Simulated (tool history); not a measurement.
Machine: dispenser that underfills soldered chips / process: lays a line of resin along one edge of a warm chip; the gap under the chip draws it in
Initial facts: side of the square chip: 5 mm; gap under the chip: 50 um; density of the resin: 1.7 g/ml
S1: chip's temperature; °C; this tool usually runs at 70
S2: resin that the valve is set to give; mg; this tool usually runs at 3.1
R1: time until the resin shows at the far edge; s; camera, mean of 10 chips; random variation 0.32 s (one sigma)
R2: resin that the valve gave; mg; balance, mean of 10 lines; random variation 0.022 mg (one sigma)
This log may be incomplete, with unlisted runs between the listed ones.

run  hour  S1    S2    R1    R2
  1     0  70   3.1  14.3  2.99
      3.1  -- new syringe of resin
  2     4  70   3.1  10.5  2.99
  3  10.1  70   3.1  13.2  2.99
     14.6  -- new syringe of resin
  4  16.4  70   3.1  10.6  2.98
  5    23  70   3.1  14.1  2.97
     26.2  -- new syringe of resin
  6  26.4  70   3.1  10.5  2.97
  7  29.7  61   3.1  17.7  2.97
  8    35  61  3.94    20  3.71
     37.7  -- new syringe of resin
  9  40.1  61  3.94  15.5  3.72
 10  43.1  70   2.8  12.6  2.66
 11  47.4  70   2.8  14.8  2.65
     49.3  -- new syringe of resin
 12  52.3  70   2.8    12  2.62

Run 13, settings as shown, results not yet in. Your forecast:
 13  58.2  70  2.8   ?   ?

R1: 14.8 s
R2: 2.62 mg
Minus the tool's unlogged condition, the same run would have read R1 10.7 s, R2 2.79 mg.
